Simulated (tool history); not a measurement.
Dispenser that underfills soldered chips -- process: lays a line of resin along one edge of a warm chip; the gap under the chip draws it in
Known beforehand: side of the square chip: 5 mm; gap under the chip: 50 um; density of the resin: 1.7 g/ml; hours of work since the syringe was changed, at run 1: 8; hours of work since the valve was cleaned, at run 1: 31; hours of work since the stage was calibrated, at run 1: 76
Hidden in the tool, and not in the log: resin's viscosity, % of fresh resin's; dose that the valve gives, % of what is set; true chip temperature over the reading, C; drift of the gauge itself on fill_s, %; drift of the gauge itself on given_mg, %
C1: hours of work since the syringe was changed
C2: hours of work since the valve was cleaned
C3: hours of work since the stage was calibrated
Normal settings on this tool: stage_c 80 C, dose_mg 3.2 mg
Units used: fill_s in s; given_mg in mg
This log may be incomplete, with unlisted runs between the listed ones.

{"run": 1, "hour": 0.0, "stage_c": 80, "dose_mg": 3.2, "C1": 8, "C2": 31, "C3": 76, "fill_s": 8.4, "given_mg": 3.15}
{"hour": 1.3, "done": "new syringe of resin"}
{"run": 2, "hour": 5.1, "stage_c": 80, "dose_mg": 3.2, "C1": 2, "C2": 34, "C3": 79, "fill_s": 6.5, "given_mg": 3.13}
{"run": 3, "hour": 8.4, "stage_c": 80, "dose_mg": 3.2, "C1": 4, "C2": 36, "C3": 81, "fill_s": 7.5, "given_mg": 3.12}
{"run": 4, "hour": 12.8, "stage_c": 85, "dose_mg": 3.2, "C1": 7, "C2": 39, "C3": 84, "fill_s": 6.1, "given_mg": 3.12}
{"run": 5, "hour": 14.7, "stage_c": 85, "dose_mg": 3.2, "C1": 8, "C2": 40, "C3": 85, "fill_s": 6.8, "given_mg": 3.12}
{"hour": 16.4, "done": "new syringe of resin"}
{"run": 6, "hour": 18.4, "stage_c": 86, "dose_mg": 3.2, "C1": 1, "C2": 42, "C3": 87, "fill_s": 5.2, "given_mg": 3.13}
{"run": 7, "hour": 23.1, "stage_c": 80, "dose_mg": 3.2, "C1": 4, "C2": 45, "C3": 90, "fill_s": 7.5, "given_mg": 3.13}
{"run": 8, "hour": 25.2, "stage_c": 80, "dose_mg": 3.2, "C1": 5, "C2": 46, "C3": 91, "fill_s": 7.3, "given_mg": 3.12}
{"run": 9, "hour": 28.9, "stage_c": 75, "dose_mg": 3.2, "C1": 8, "C2": 49, "C3": 94, "fill_s": 10.9, "given_mg": 3.12}
{"hour": 31.3, "done": "new syringe of resin"}
{"run": 10, "hour": 32.5, "stage_c": 75, "dose_mg": 3.2, "C1": 1, "C2": 51, "C3": 96, "fill_s": 7.9, "given_mg": 3.11}
{"run": 11, "hour": 35.9, "stage_c": 75, "dose_mg": 3.44, "C1": 3, "C2": 53, "C3": 98, "fill_s": 8.8, "given_mg": 3.33}
{"run": 12, "hour": 39.2, "stage_c": 75, "dose_mg": 3.44, "C1": 5, "C2": 55, "C3": 100, "fill_s": 9.1, "given_mg": 3.34}
{"run": 13, "hour": 43.7, "stage_c": 75, "dose_mg": 3.44, "C1": 8, "C2": 58, "C3": 103, "fill_s": 10, "given_mg": 3.33}
{"hour": 46.3, "done": "new syringe of resin"}
{"run": 14, "hour": 46.5, "stage_c": 75, "dose_mg": 3.44, "C1": 0, "C2": 59, "C3": 104, "fill_s": 7.9, "given_mg": 3.34}
{"run": 15, "hour": 49.9, "stage_c": 69, "dose_mg": 3.2, "C1": 2, "C2": 61, "C3": 106, "fill_s": 10.9, "given_mg": 3.09}
{"run": 16, "hour": 52.1, "stage_c": 69, "dose_mg": 3.2, "C1": 4, "C2": 63, "C3": 108, "fill_s": 12, "given_mg": 3.09}
{"run": 17, "hour": 56.5, "stage_c": 79, "dose_mg": 2.7, "C1": 6, "C2": 65, "C3": 110, "fill_s": 8.7, "given_mg": 2.61}
{"run": 18, "hour": 60.1, "stage_c": 88, "dose_mg": 4.15, "C1": 9, "C2": 68, "C3": 113, "fill_s": 6.2, "given_mg": 4}
{"hour": 61.2, "done": "new syringe of resin"}
{"run": 19, "hour": 64.6, "stage_c": 70, "dose_mg": 3.38, "C1": 2, "C2": 70, "C3": 115, "fill_s": 10.4, "given_mg": 3.26}

The next listed run, before its measurement:
{"run": 20, "hour": 66.7, "stage_c": 70, "dose_mg": 3.38, "C1": 3, "C2": 71, "C3": 117, "fill_s": "?", "given_mg": "?"}

Run 20 gave fill_s 11.1 s, given_mg 3.24 mg.
On a tool with no hidden condition, and with the same random variation, this run would have come out at fill_s 9.7 s, given_mg 3.36 mg.
